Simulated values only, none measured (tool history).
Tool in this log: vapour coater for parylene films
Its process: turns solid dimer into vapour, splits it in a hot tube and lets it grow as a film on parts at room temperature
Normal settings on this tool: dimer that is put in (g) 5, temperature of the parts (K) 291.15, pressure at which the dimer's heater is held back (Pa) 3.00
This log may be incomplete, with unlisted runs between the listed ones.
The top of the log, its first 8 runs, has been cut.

run    hour  dimer that is put in (g)  temperature of the parts (K)  pressure at which the dimer's heater is held back (Pa)  hours of work since the trap's valve was overhauled  hours of work since the table's thermometer was calibrated  thickness of the film (µm)
  9   475.3                         5                        291.15                                                    4.46                                                  457                                                        1018                        2.26
 10   560.2                         5                        291.15                                                    4.46                                                  523                                                        1084                        2.25
 11   601.5                         4                        291.15                                                    4.46                                                  554                                                        1116                        1.80
 12   639.9                         4                        291.15                                                    4.46                                                  584                                                        1145                        1.76
 13   678.2                         4                        291.15                                                    2.25                                                  614                                                        1175                        2.06
      746.8  -- trap's valve overhauled
 14   753.5                         4                        291.15                                                    2.25                                                    5                                                        1230                        2.20
 15   799.3                         4                        291.15                                                    2.25                                                   41                                                        1265                        2.26
 16   862.7                         8                        291.15                                                    2.25                                                   89                                                        1314                        4.47
 17   924.9                         5                        291.15                                                    8.32                                                  137                                                        1362                        1.99
 18   962.6                         5                        291.15                                                    8.32                                                  167                                                        1391                        2.00
 19  1038.2                         5                        291.15                                                    8.32                                                  225                                                        1449                        1.96
 20  1125.0                         5                        291.15                                                    8.32                                                  292                                                        1516                        1.97
 21  1202.4                         5                        291.15                                                    8.32                                                  352                                                        1576                        1.97
 22  1274.0                         5                        291.15                                                    3.00                                                  407                                                        1631                        2.52

Predict the results of run 23:
 23  1333.3                         6                        291.15                                                    3.00                                                  453                                                        1677                           ?

thickness of the film (µm): 2.97
With the hidden condition absent and the run-to-run variation left alone, this run would have shown thickness of the film (µm) 3.20.

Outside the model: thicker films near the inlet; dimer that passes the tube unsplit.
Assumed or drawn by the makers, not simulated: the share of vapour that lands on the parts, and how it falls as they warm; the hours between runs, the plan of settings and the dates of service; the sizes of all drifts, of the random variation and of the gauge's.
